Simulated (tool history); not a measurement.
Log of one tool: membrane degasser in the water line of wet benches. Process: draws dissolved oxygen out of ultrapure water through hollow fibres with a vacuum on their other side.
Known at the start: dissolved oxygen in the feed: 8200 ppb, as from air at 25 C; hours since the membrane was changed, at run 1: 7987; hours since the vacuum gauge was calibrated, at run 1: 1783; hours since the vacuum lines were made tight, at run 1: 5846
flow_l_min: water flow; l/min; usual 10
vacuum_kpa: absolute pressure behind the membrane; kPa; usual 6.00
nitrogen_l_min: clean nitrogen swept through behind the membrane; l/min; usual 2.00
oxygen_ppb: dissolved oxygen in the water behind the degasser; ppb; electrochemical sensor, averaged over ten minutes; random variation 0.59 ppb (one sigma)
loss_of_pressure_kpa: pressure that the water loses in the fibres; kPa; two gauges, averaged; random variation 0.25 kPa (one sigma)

| run | hour | flow_l_min | vacuum_kpa | nitrogen_l_min | hours since the membrane was changed | hours since the vacuum gauge was calibrated | hours since the vacuum lines were made tight | oxygen_ppb | loss_of_pressure_kpa |
|---|---|---|---|---|---|---|---|---|---|
| 1 | 0.0 | 10 | 6.00 | 2.00 | 7987 | 1783 | 5846 | 57.8 | 70.65 |
|  | 130.5 | seals of the vacuum lines changed |
| 2 | 204.1 | 10 | 6.00 | 2.00 | 8189 | 1985 | 74 | 56.2 | 70.71 |
| 3 | 506.8 | 10 | 12.25 | 2.00 | 8492 | 2288 | 376 | 132.5 | 70.91 |
| 4 | 648.0 | 10 | 12.25 | 2.00 | 8633 | 2429 | 518 | 130.4 | 70.64 |
| 5 | 910.4 | 10 | 11.47 | 2.00 | 8895 | 2691 | 780 | 121.1 | 71.08 |
| 6 | 1122.1 | 10 | 11.47 | 2.00 | 9107 | 2903 | 992 | 123.8 | 71.80 |
| 7 | 1362.2 | 10 | 6.00 | 2.00 | 9347 | 3143 | 1232 | 58.4 | 71.39 |
| 8 | 1629.5 | 10 | 6.00 | 2.00 | 9614 | 3411 | 1499 | 58.9 | 71.90 |
| 9 | 1788.3 | 10 | 7.19 | 2.00 | 9773 | 3569 | 1658 | 73.4 | 71.89 |
| 10 | 1929.7 | 10 | 7.19 | 2.00 | 9914 | 3711 | 1799 | 74.0 | 72.04 |
| 11 | 2166.8 | 10 | 7.19 | 2.00 | 10152 | 3948 | 2036 | 73.0 | 71.76 |
|  | 2194.4 | membrane cartridge changed |
| 12 | 2320.3 | 10 | 7.19 | 2.00 | 126 | 4097 | 2186 | 65.8 | 67.85 |
| 13 | 2561.5 | 10 | 7.19 | 2.00 | 367 | 4339 | 2427 | 68.6 | 67.78 |
|  | 2582.6 | vacuum gauge calibrated |
| 14 | 2772.4 | 10 | 7.19 | 2.00 | 578 | 190 | 2637 | 69.4 | 67.85 |
| 15 | 2959.2 | 10 | 6.00 | 2.00 | 764 | 377 | 2824 | 54.4 | 68.23 |
|  | 3032.7 | vacuum gauge calibrated, once more |
| 16 | 3145.4 | 10 | 6.00 | 2.00 | 950 | 113 | 3010 | 51.1 | 68.37 |
| 17 | 3383.0 | 7 | 6.00 | 2.00 | 1188 | 350 | 3248 | 27.0 | 47.59 |
| 18 | 3529.0 | 7 | 6.00 | 2.00 | 1334 | 496 | 3394 | 27.2 | 47.83 |
| 19 | 3813.0 | 12 | 7.57 | 2.72 | 1618 | 780 | 3678 | 92.2 | 81.90 |
| 20 | 4007.4 | 12 | 5.12 | 2.72 | 1812 | 975 | 3872 | 65.0 | 82.44 |
| 21 | 4320.3 | 10 | 11.14 | 3.87 | 2125 | 1288 | 4185 | 71.7 | 68.69 |
| 22 | 4462.8 | 8 | 6.00 | 2.53 | 2267 | 1430 | 4327 | 28.3 | 54.68 |
| 23 | 4768.6 | 8 | 6.00 | 5.81 | 2573 | 1736 | 4633 | 15.5 | 54.76 |
| 24 | 5017.0 | 8 | 6.00 | 5.81 | 2822 | 1984 | 4882 | 15.6 | 55.05 |
| 25 | 5147.3 | 10 | 6.00 | 2.73 | 2952 | 2115 | 5012 | 44.4 | 69.56 |
| 26 | 5412.2 | 15 | 6.00 | 2.18 | 3217 | 2380 | 5277 | 164.7 | 103.78 |
| 27 | 5597.5 | 10 | 9.23 | 1.03 | 3402 | 2565 | 5462 | 160.7 | 69.55 |
| 28 | 5749.9 | 10 | 9.23 | 1.03 | 3555 | 2717 | 5614 | 164.3 | 69.13 |
| 29 | 5975.4 | 9 | 6.00 | 2.00 | 3780 | 2943 | 5840 | 43.6 | 62.69 |
|  | 6121.0 | seals of the vacuum lines changed |
| 30 | 6219.9 | 8 | 7.96 | 2.53 | 4022 | 3185 | 99 | 43.3 | 55.47 |
| 31 | 6480.4 | 10 | 10.20 | 2.65 | 4283 | 3446 | 359 | 84.0 | 69.23 |
| 32 | 6773.7 | 10 | 10.20 | 2.65 | 4576 | 3739 | 653 | 85.5 | 69.54 |

Hidden state at the last listed run before each entry between runs and at the first one after, where it differs:
Between runs 1 and 2: seals of the vacuum lines changed (hour 130.5)
  membrane still open, %: 95.5 -> 95.4; air that leaks in behind the membrane, l/min: 0.0162 -> 0.003
  measured less the result without the state, oxygen_ppb: +7.3 -> +6.2 ppb; loss_of_pressure_kpa: +3.16 -> +3.25 kPa
Between runs 11 and 12: membrane cartridge changed (hour 2194.4)
  membrane still open, %: 94.2 -> 99.9; true pressure behind the membrane over the reading, kPa: 0.12 -> 0.13; air that leaks in behind the membrane, l/min: 0.0084 -> 0.0088
  measured less the result without the state, oxygen_ppb: +9.2 -> +2.5 ppb; loss_of_pressure_kpa: +4.14 -> +0.05 kPa
Between runs 13 and 14: vacuum gauge calibrated (hour 2582.6)
  membrane still open, %: 99.8 -> 99.6; true pressure behind the membrane over the reading, kPa: 0.13 -> 0.22; air that leaks in behind the membrane, l/min: 0.0095 -> 0.01
  measured less the result without the state, oxygen_ppb: +2.9 -> +4.2 ppb; loss_of_pressure_kpa: +0.14 -> +0.24 kPa
Between runs 15 and 16: vacuum gauge calibrated, once more (hour 3032.7)
  membrane still open, %: 99.5 -> 99.4; true pressure behind the membrane over the reading, kPa: 0.23 -> 0.01; air that leaks in behind the membrane, l/min: 0.0105 -> 0.0111
  measured less the result without the state, oxygen_ppb: +4.0 -> +1.6 ppb; loss_of_pressure_kpa: +0.32 -> +0.40 kPa
Between runs 29 and 30: seals of the vacuum lines changed (hour 6121.0)
  membrane still open, %: 97.7 -> 97.5; air that leaks in behind the membrane, l/min: 0.019 -> 0.0022
  measured less the result without the state, oxygen_ppb: +4.3 -> +1.7 ppb; loss_of_pressure_kpa: +1.44 -> +1.37 kPa
